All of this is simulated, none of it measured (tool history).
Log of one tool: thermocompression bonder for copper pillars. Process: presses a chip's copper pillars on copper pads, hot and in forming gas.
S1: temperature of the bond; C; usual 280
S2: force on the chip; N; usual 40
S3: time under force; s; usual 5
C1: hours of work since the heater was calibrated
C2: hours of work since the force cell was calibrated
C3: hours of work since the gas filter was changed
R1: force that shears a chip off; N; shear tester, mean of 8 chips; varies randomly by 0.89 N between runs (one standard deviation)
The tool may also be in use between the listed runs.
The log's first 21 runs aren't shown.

run,day,S1,S2,S3,C1,C2,C3,R1
22,10.025,280,51,4,446,263,137,86.1
23,10.683,284,30,5,453,270,144,64.6
24,11.067,284,30,5,457,274,148,63.3
25,11.442,262,30,3,461,278,152,37.5
26,11.917,298,39,5,465,283,156,92.5
27,12.383,298,39,5,470,287,161,91.8
28,12.717,279,37,4,474,291,165,66.6
29,13.175,279,37,4,478,296,169,65.1
30,13.638,279,37,4,483,300,174,64.9
31,14.242,298,33,4,489,307,180,75.9
32,14.712,280,26,11,494,312,185,70.4
33,15.296,280,26,11,500,318,191,70.9
34,15.654,269,33,13,504,321,195,77.4
35,16.258,269,30,13,510,327,201,75.3
36,16.804,280,44,5,516,333,207,81.8
37,17.238,275,24,10,520,338,211,60.9
38,17.617,268,45,10,524,341,215,87.0
39,18.333,271,58,14,532,349,223,112.9
40,18.817,265,35,11,537,354,228,73.8

3 options for the next run, each taken on its own from the tool as it stands now. Forecast them:
A,19.154,297,37,3,540,357,231,?
B,19.154,278,51,5,540,357,231,?
C,19.154,293,42,4,540,357,231,?

run,R1
A,74.1
B,87.0
C,84.4
What these runs would have given with no unlogged condition in the tool:
run,R1
A,74.3
B,87.3
C,84.6
